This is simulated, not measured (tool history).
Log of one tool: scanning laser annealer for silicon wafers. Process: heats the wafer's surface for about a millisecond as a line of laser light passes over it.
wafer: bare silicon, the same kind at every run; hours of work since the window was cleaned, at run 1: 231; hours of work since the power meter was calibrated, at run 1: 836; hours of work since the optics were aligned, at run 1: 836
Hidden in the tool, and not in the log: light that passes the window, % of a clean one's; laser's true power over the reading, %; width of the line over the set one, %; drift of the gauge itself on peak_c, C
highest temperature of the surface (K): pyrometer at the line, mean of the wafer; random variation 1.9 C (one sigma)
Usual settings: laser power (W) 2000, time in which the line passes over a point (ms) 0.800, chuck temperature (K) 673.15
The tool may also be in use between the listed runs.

run,hour,laser power (W),time in which the line passes over a point (ms),chuck temperature (K),hours of work since the window was cleaned,hours of work since the power meter was calibrated,hours of work since the optics were aligned,highest temperature of the surface (K)
1,0.0,2000,0.800,673.15,231,836,836,1403.15
2,33.5,2000,0.800,673.15,254,859,859,1405.15
3,69.9,2000,0.800,673.15,280,884,884,1403.15
4,104.8,2000,0.920,673.15,304,908,908,1456.15
5,122.2,2000,0.920,673.15,316,920,920,1453.15
6,147.2,2000,0.920,673.15,333,938,938,1456.15
7,183.3,2000,0.800,673.15,358,963,963,1402.15
8,200.2,2000,0.800,673.15,370,974,974,1404.15
9,216.5,2000,0.800,673.15,381,986,986,1404.15
10,244.4,2000,0.800,673.15,401,1005,1005,1402.15
11,265.6,2000,0.800,673.15,415,1020,1020,1405.15
12,295.0,2000,0.800,673.15,436,1040,1040,1405.15
13,319.8,2000,0.800,673.15,453,1057,1057,1406.15
14,341.1,2000,0.608,673.15,467,1072,1072,1317.15
15,376.6,2000,0.740,673.15,492,1097,1097,1377.15
16,397.9,2000,0.740,673.15,507,1111,1111,1378.15
17,432.5,2000,0.800,673.15,531,1135,1135,1403.15
18,460.6,2000,0.800,673.15,550,1155,1155,1402.15
19,485.6,2000,0.800,673.15,568,1172,1172,1404.15
20,506.0,2000,0.800,673.15,582,1186,1186,1404.15
21,539.5,2000,0.800,673.15,605,1209,1209,1404.15
# hour 559.1: window over the wafer cleaned
22,568.0,2108,0.667,690.15,6,1228,1228,1404.15
23,596.9,1777,0.800,655.15,26,1248,1248,1285.15
24,620.7,1777,0.800,655.15,43,1264,1264,1287.15
25,648.7,1862,0.832,652.15,62,1284,1284,1333.15
26,678.8,2161,0.919,702.15,83,1304,1304,1561.15
27,707.2,1851,0.584,672.15,103,1324,1324,1248.15
28,739.9,1729,0.678,658.15,125,1347,1347,1223.15
29,765.3,1809,0.800,674.15,143,1364,1364,1316.15
30,784.8,1722,0.649,674.15,156,1378,1378,1224.15
31,818.9,1722,0.649,674.15,180,1401,1401,1223.15
32,840.8,1810,0.812,642.15,195,1417,1417,1293.15
33,865.8,2106,0.800,673.15,212,1434,1434,1450.15
34,889.5,2000,0.794,655.15,229,1450,1450,1383.15
35,913.4,2000,0.850,711.15,245,1467,1467,1464.15
36,948.1,2000,0.850,711.15,269,1491,1491,1462.15
37,977.1,1846,0.900,678.15,289,1511,1511,1379.15
38,1014.5,1846,0.900,678.15,315,1537,1537,1375.15
39,1041.7,2000,0.800,674.15,334,1556,1556,1404.15
# hour 1066.8: optics aligned, line set to its width
40,1079.3,1891,0.964,681.15,357,1578,9,1425.15
41,1116.4,1906,0.578,682.15,382,1604,34,1274.15

Hidden state at the last listed run before each entry between runs and at the first one after, where it differs:
Between runs 21 and 22: window over the wafer cleaned (hour 559.1)
  light that passes the window, % of a clean one's: 99.89 -> 99.99
Between runs 39 and 40: optics aligned, line set to its width (hour 1066.8)
  width of the line over the set one, %: 0.04 -> 0.01
